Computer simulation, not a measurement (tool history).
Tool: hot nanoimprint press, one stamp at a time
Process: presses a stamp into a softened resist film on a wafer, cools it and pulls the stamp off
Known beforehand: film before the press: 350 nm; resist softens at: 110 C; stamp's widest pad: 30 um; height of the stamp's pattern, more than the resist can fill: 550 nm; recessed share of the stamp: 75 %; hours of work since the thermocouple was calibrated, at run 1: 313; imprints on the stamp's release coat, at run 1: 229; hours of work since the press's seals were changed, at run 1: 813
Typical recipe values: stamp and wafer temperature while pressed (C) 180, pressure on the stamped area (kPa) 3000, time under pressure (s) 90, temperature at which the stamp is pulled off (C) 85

run,hour,stamp and wafer temperature while pressed (C),pressure on the stamped area (kPa),time under pressure (s),temperature at which the stamp is pulled off (C),hours of work since the thermocouple was calibrated,imprints on the stamp's release coat,hours of work since the press's seals were changed,resist left under the stamp's widest pad (angstrom),greatest force while the stamp is pulled off (N)
1,0.0,180,3000,90,85,313,229,813,1516,170
2,25.4,180,3000,90,85,333,374,832,1510,176
3,71.7,185,3000,90,85,368,639,868,1222,193
4,117.6,185,3000,90,85,403,902,903,1219,209
5,159.7,187,3000,90,85,436,1143,935,1139,210
6,200.9,187,3000,90,85,467,1379,967,1135,213
7,257.2,187,3000,90,85,510,1702,1010,1157,213
8,302.5,187,3000,90,85,545,1961,1045,1132,231
# hour 324.5: stamp cleaned and given a new release coat
9,345.5,187,2930,50,85,574,121,1073,1480,188
# hour 357.1: plate thermocouple calibrated
10,408.1,183,2320,50,79,39,462,1119,1784,206
11,449.9,185,3010,78,86,71,702,1151,1246,185
12,502.2,180,3210,59,79,111,1001,1191,1685,224
13,536.1,180,2040,90,85,137,1195,1217,1740,199
14,595.9,174,3000,47,85,183,1537,1263,2382,209
15,629.7,178,1860,157,71,209,1731,1289,1657,297

Predict each of these 4 candidate next runs independently; none follows another, all start after run 15:
A,663.2,180,3000,76,85,235,1923,1314,?,?
B,663.2,172,3190,157,74,235,1923,1314,?,?
C,663.2,181,1860,157,91,235,1923,1314,?,?
D,663.2,180,4430,148,85,235,1923,1314,?,?

run,resist left under the stamp's widest pad (angstrom),greatest force while the stamp is pulled off (N)
A,1607,218
B,1752,275
C,1439,194
D,1045,220
Stripped of hidden state, with their random variation kept, the same runs would have yielded:
run,resist left under the stamp's widest pad (angstrom),greatest force while the stamp is pulled off (N)
A,1488,169
B,1615,213
C,1348,150
D,938,170

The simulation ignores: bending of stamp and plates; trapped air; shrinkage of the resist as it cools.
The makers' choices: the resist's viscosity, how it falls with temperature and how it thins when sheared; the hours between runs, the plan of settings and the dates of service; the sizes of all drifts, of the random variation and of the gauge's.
